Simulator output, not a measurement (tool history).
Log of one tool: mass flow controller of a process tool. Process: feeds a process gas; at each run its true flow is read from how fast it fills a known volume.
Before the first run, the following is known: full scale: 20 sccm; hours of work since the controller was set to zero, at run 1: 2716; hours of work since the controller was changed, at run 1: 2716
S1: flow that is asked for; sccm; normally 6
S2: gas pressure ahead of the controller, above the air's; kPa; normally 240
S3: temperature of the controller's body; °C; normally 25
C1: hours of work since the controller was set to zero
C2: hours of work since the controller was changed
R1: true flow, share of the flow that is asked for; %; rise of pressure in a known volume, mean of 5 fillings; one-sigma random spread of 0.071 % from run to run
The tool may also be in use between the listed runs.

{"run": 1, "hour": 0.0, "S1": 6, "S2": 240, "S3": 25, "C1": 2716, "C2": 2716, "R1": 100.4}
{"run": 2, "hour": 64.5, "S1": 6, "S2": 240, "S3": 25, "C1": 2747, "C2": 2747, "R1": 100.37}
{"run": 3, "hour": 129.5, "S1": 6, "S2": 246, "S3": 25, "C1": 2779, "C2": 2779, "R1": 100.4}
{"run": 4, "hour": 265.3, "S1": 6, "S2": 178, "S3": 25, "C1": 2845, "C2": 2845, "R1": 100.02}
{"run": 5, "hour": 350.6, "S1": 6, "S2": 178, "S3": 25, "C1": 2886, "C2": 2886, "R1": 100.03}
{"run": 6, "hour": 477.2, "S1": 6, "S2": 178, "S3": 25, "C1": 2948, "C2": 2948, "R1": 100.03}
{"run": 7, "hour": 629.2, "S1": 6, "S2": 258, "S3": 25, "C1": 3022, "C2": 3022, "R1": 100.66}
{"run": 8, "hour": 707.9, "S1": 6, "S2": 240, "S3": 25, "C1": 3060, "C2": 3060, "R1": 100.47}
{"run": 9, "hour": 830.1, "S1": 6, "S2": 240, "S3": 25, "C1": 3119, "C2": 3119, "R1": 100.43}
{"run": 10, "hour": 919.1, "S1": 6, "S2": 240, "S3": 25, "C1": 3162, "C2": 3162, "R1": 100.54}
{"run": 11, "hour": 992.1, "S1": 6, "S2": 240, "S3": 25, "C1": 3198, "C2": 3198, "R1": 100.37}
{"run": 12, "hour": 1087.9, "S1": 6, "S2": 240, "S3": 25, "C1": 3245, "C2": 3245, "R1": 100.49}
{"run": 13, "hour": 1209.3, "S1": 6, "S2": 240, "S3": 25, "C1": 3304, "C2": 3304, "R1": 100.5}
{"run": 14, "hour": 1323.5, "S1": 6, "S2": 240, "S3": 25, "C1": 3359, "C2": 3359, "R1": 100.5}
{"run": 15, "hour": 1442.3, "S1": 6, "S2": 240, "S3": 25, "C1": 3417, "C2": 3417, "R1": 100.58}
{"run": 16, "hour": 1524.9, "S1": 6, "S2": 240, "S3": 25, "C1": 3457, "C2": 3457, "R1": 100.66}
{"run": 17, "hour": 1627.7, "S1": 6, "S2": 221, "S3": 25, "C1": 3507, "C2": 3507, "R1": 100.32}
{"run": 18, "hour": 1777.5, "S1": 6, "S2": 240, "S3": 25, "C1": 3580, "C2": 3580, "R1": 100.55}
{"run": 19, "hour": 1904.8, "S1": 6, "S2": 240, "S3": 25, "C1": 3642, "C2": 3642, "R1": 100.69}
{"run": 20, "hour": 1997.2, "S1": 6, "S2": 240, "S3": 25, "C1": 3687, "C2": 3687, "R1": 100.64}
{"run": 21, "hour": 2071.0, "S1": 6, "S2": 240, "S3": 25, "C1": 3723, "C2": 3723, "R1": 100.57}
{"run": 22, "hour": 2197.7, "S1": 17, "S2": 240, "S3": 22, "C1": 3784, "C2": 3784, "R1": 102.27}
{"run": 23, "hour": 2260.8, "S1": 17, "S2": 257, "S3": 22, "C1": 3815, "C2": 3815, "R1": 102.3}
{"run": 24, "hour": 2360.3, "S1": 3, "S2": 240, "S3": 27, "C1": 3863, "C2": 3863, "R1": 99.07}
{"run": 25, "hour": 2436.2, "S1": 6, "S2": 176, "S3": 25, "C1": 3900, "C2": 3900, "R1": 100.3}
{"run": 26, "hour": 2541.7, "S1": 5, "S2": 240, "S3": 36, "C1": 3951, "C2": 3951, "R1": 99.43}
{"run": 27, "hour": 2603.6, "S1": 7, "S2": 180, "S3": 38, "C1": 3981, "C2": 3981, "R1": 99.42}
{"run": 28, "hour": 2732.4, "S1": 7, "S2": 180, "S3": 37, "C1": 4044, "C2": 4044, "R1": 99.54}
{"run": 29, "hour": 2837.0, "S1": 6, "S2": 240, "S3": 36, "C1": 4095, "C2": 4095, "R1": 99.76}
{"run": 30, "hour": 2949.4, "S1": 6, "S2": 240, "S3": 36, "C1": 4150, "C2": 4150, "R1": 99.76}
{"run": 31, "hour": 3073.9, "S1": 2, "S2": 240, "S3": 25, "C1": 4210, "C2": 4210, "R1": 97.76}
{"run": 32, "hour": 3222.1, "S1": 6, "S2": 210, "S3": 38, "C1": 4282, "C2": 4282, "R1": 99.54}
{"run": 33, "hour": 3373.7, "S1": 13, "S2": 240, "S3": 21, "C1": 4356, "C2": 4356, "R1": 102.25}
{"run": 34, "hour": 3513.7, "S1": 13, "S2": 269, "S3": 21, "C1": 4424, "C2": 4424, "R1": 102.49}
{"run": 35, "hour": 3589.3, "S1": 13, "S2": 168, "S3": 28, "C1": 4461, "C2": 4461, "R1": 101.23}
{"run": 36, "hour": 3730.6, "S1": 13, "S2": 168, "S3": 28, "C1": 4529, "C2": 4529, "R1": 101.37}
{"run": 37, "hour": 3840.6, "S1": 5, "S2": 240, "S3": 25, "C1": 4583, "C2": 4583, "R1": 100.61}
{"run": 38, "hour": 3912.9, "S1": 9, "S2": 232, "S3": 24, "C1": 4618, "C2": 4618, "R1": 101.47}
{"run": 39, "hour": 3991.2, "S1": 9, "S2": 232, "S3": 24, "C1": 4656, "C2": 4656, "R1": 101.54}
{"run": 40, "hour": 4123.1, "S1": 9, "S2": 232, "S3": 24, "C1": 4720, "C2": 4720, "R1": 101.62}

For each run, the measured value with the value that run would have given without the tool's hidden condition subtracted. The run-to-run variation is shared by both, the gauge scatter possibly not:
Hidden state present: flow at rest that the sensor doesn't see, % of full scale; true flow over the shown one, %; drift of the gauge itself on true_pct, %.
run=1 R1=+0.64
run=2 R1=+0.65
run=3 R1=+0.66
run=4 R1=+0.68
run=5 R1=+0.68
run=6 R1=+0.7
run=7 R1=+0.73
run=8 R1=+0.74
run=9 R1=+0.76
run=10 R1=+0.77
run=11 R1=+0.79
run=12 R1=+0.8
run=13 R1=+0.82
run=14 R1=+0.82
run=15 R1=+0.84
run=16 R1=+0.85
run=17 R1=+0.86
run=18 R1=+0.89
run=19 R1=+0.91
run=20 R1=+0.93
run=21 R1=+0.94
run=22 R1=+1.78
run=23 R1=+1.79
run=24 R1=-0.32
run=25 R1=+0.99
run=26 R1=+0.74
run=27 R1=+1.21
run=28 R1=+1.23
run=29 R1=+1.06
run=30 R1=+1.07
run=31 R1=-1.72
run=32 R1=+1.11
run=33 R1=+1.91
run=34 R1=+1.94
run=35 R1=+1.96
run=36 R1=+1.99
run=37 R1=+0.89
run=38 R1=+1.71
run=39 R1=+1.72
run=40 R1=+1.74
